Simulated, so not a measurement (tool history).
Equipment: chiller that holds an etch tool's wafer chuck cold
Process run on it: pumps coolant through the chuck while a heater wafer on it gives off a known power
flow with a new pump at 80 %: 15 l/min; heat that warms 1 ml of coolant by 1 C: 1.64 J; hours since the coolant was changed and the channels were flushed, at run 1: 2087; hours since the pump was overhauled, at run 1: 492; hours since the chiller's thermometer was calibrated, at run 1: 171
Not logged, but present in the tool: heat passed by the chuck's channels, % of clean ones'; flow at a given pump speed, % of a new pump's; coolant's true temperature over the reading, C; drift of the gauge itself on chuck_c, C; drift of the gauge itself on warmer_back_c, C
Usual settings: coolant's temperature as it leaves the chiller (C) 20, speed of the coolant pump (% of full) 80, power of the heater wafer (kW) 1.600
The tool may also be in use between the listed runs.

run	hour	coolant's temperature as it leaves the chiller (C)	speed of the coolant pump (% of full)	power of the heater wafer (kW)	hours since the coolant was changed and the channels were flushed	hours since the pump was overhauled	hours since the chiller's thermometer was calibrated	chuck's temperature once it has settled (C)	how much warmer the coolant comes back (C)
1	0.0	20	80	1.600	2087	492	171	32.3	3.94
2	32.1	20	80	1.600	2119	524	203	32.2	3.89
3	72.5	20	80	1.600	2159	564	244	32.4	3.91
4	108.8	20	80	1.600	2195	600	280	32.4	3.87
5	140.4	20	80	1.600	2227	632	312	32.3	3.87
6	169.3	20	80	1.600	2256	661	341	32.2	3.86
7	194.4	12	80	1.600	2281	686	366	24.2	3.85
8	234.7	12	80	1.600	2321	726	406	24.3	3.78
9	259.4	29	61	1.072	2346	751	431	38.9	3.42
10	302.4	29	61	1.072	2389	794	474	38.8	3.36

Run 11 has not been measured yet. What should we expect?
11	334.5	29	61	1.072	2421	826	506	?	?

{"run 11": {"chuck's temperature once it has settled (C)": 39.0, "how much warmer the coolant comes back (C)": 3.41}}
If the tool had no hidden condition, the same run with the same run-to-run variation would have returned chuck's temperature once it has settled (C) 38.9, how much warmer the coolant comes back (C) 3.53.
